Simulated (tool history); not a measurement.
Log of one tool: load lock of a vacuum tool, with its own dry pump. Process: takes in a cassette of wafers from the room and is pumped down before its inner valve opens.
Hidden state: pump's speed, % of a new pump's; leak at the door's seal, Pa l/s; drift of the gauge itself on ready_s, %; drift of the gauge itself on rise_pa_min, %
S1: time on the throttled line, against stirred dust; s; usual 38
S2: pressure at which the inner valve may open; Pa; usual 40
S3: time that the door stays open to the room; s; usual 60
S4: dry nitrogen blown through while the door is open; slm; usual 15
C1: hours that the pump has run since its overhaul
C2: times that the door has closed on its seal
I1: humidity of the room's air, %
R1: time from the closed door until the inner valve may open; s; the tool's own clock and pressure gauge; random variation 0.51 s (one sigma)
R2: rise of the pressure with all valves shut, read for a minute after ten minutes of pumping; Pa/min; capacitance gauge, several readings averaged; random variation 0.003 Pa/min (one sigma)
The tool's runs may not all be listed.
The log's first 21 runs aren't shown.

{"run": 22, "hour": 8208.3, "S1": 46, "S2": 65, "S3": 44, "S4": 15, "C1": 2157, "C2": 21271, "I1": 45, "R1": 90.6, "R2": 0.182}
{"run": 23, "hour": 8692.7, "S1": 55, "S2": 58, "S3": 60, "S4": 15, "C1": 2641, "C2": 22456, "I1": 41.2, "R1": 98, "R2": 0.197}
{"run": 24, "hour": 8952.6, "S1": 22, "S2": 58, "S3": 60, "S4": 18, "C1": 2901, "C2": 23091, "I1": 45, "R1": 74.3, "R2": 0.212}
{"run": 25, "hour": 9491.0, "S1": 56, "S2": 41, "S3": 60, "S4": 8, "C1": 3439, "C2": 24408, "I1": 45.7, "R1": 102.7, "R2": 0.231}
{"run": 26, "hour": 9903.4, "S1": 29, "S2": 41, "S3": 89, "S4": 8, "C1": 3852, "C2": 25416, "I1": 46.5, "R1": 83.1, "R2": 0.249}
{"run": 27, "hour": 10394.3, "S1": 69, "S2": 79, "S3": 89, "S4": 8, "C1": 4343, "C2": 26616, "I1": 45.6, "R1": 107.2, "R2": 0.267}
{"run": 28, "hour": 10889.6, "S1": 69, "S2": 79, "S3": 89, "S4": 8, "C1": 4838, "C2": 27827, "I1": 43.4, "R1": 107.5, "R2": 0.276}
{"run": 29, "hour": 11414.6, "S1": 69, "S2": 79, "S3": 89, "S4": 8, "C1": 5363, "C2": 29111, "I1": 45.8, "R1": 108, "R2": 0.304}
{"run": 30, "hour": 11643.3, "S1": 69, "S2": 79, "S3": 89, "S4": 8, "C1": 5592, "C2": 29670, "I1": 49.5, "R1": 108, "R2": 0.316}
{"run": 31, "hour": 11973.3, "S1": 71, "S2": 47, "S3": 89, "S4": 28, "C1": 5922, "C2": 30477, "I1": 43.1, "R1": 115.2, "R2": 0.3}
{"run": 32, "hour": 12271.9, "S1": 55, "S2": 47, "S3": 57, "S4": 41, "C1": 6220, "C2": 31207, "I1": 44.8, "R1": 104, "R2": 0.293}
{"run": 33, "hour": 12740.0, "S1": 55, "S2": 47, "S3": 57, "S4": 41, "C1": 6688, "C2": 32352, "I1": 46.3, "R1": 103.2, "R2": 0.318}
{"run": 34, "hour": 13135.0, "S1": 55, "S2": 47, "S3": 57, "S4": 41, "C1": 7083, "C2": 33317, "I1": 46.2, "R1": 103.6, "R2": 0.323}
{"run": 35, "hour": 13591.7, "S1": 55, "S2": 47, "S3": 57, "S4": 41, "C1": 7540, "C2": 34434, "I1": 44.1, "R1": 104.2, "R2": 0.349}
{"run": 36, "hour": 14134.3, "S1": 38, "S2": 40, "S3": 60, "S4": 8, "C1": 8083, "C2": 35761, "I1": 44.5, "R1": 93.3, "R2": 0.389}
{"run": 37, "hour": 14608.6, "S1": 41, "S2": 40, "S3": 60, "S4": 25, "C1": 8557, "C2": 36920, "I1": 44.5, "R1": 97, "R2": 0.401}

3 ways to go on from here, each from the tool as it stands after run 37. What would each give?
{"run": "A", "hour": 14831.4, "S1": 41, "S2": 48, "S3": 60, "S4": 20, "C1": 8780, "C2": 37465, "I1": 44.9, "R1": "?", "R2": "?"}
{"run": "B", "hour": 14831.4, "S1": 27, "S2": 40, "S3": 27, "S4": 38, "C1": 8780, "C2": 37465, "I1": 43.4, "R1": "?", "R2": "?"}
{"run": "C", "hour": 14831.4, "S1": 60, "S2": 40, "S3": 178, "S4": 37, "C1": 8780, "C2": 37465, "I1": 42.4, "R1": "?", "R2": "?"}

run=A R1=94.7 R2=0.403
run=B R1=86.8 R2=0.382
run=C R1=110.3 R2=0.411
Without the tool's hidden state the same runs would have given:
run=A R1=87.7 R2=0.032
run=B R1=79 R2=0.009
run=C R1=103.6 R2=0.041

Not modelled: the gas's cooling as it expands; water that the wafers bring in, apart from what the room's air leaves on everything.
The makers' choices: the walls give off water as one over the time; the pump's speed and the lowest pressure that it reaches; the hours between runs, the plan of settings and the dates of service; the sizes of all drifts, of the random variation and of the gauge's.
